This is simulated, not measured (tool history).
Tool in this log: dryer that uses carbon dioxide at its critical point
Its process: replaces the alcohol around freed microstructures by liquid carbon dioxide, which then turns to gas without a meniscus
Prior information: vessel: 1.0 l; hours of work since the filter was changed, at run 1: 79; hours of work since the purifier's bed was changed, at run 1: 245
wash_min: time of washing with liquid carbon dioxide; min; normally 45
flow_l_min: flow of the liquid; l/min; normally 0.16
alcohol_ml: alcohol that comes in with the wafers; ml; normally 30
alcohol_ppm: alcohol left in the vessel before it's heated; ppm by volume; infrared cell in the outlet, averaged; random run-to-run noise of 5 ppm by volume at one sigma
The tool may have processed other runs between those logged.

run,hour,wash_min,flow_l_min,alcohol_ml,hours of work since the filter was changed,hours of work since the purifier's bed was changed,alcohol_ppm
1,0,45,0.16,30,79,245,94
2,4.1,45,0.16,30,82,248,91
3,8.7,45,0.16,30,85,251,90
4,17.8,45,0.15,30,90,256,121
5,23.5,45,0.15,30,94,260,114
6,33,45,0.15,30,100,266,116
7,38.9,45,0.15,30,104,270,119
8,46.8,45,0.15,30,109,275,121
9,55.3,45,0.15,30,115,281,129
10,61.6,45,0.108,30,119,285,434
11,70,45,0.16,30,124,290,106
12,75,37,0.16,30,127,293,191
13,84.6,37,0.16,30,133,299,183
14,91.8,27,0.165,42,138,304,709
15,100.6,31,0.096,30,144,310,2096
16,110.2,31,0.096,30,150,316,2143
17,119.9,45,0.107,30,156,322,463
18,125.8,45,0.107,30,160,326,462
19,135.3,47,0.137,29,166,332,158
20,143.1,71,0.268,35,171,337,89
21,149.3,71,0.268,35,175,341,86

4 options for the next run, each taken on its own from the tool as it stands now. Forecast them:
A,157.5,47,0.112,30,180,346,?
B,157.5,36,0.262,66,180,346,?
C,157.5,45,0.16,106,180,346,?
D,157.5,45,0.099,30,180,346,?

run,alcohol_ppm
A,347
B,104
C,222
D,655
What these runs would have given with no unlogged condition in the tool:
run,alcohol_ppm
A,219
B,21
C,111
D,491
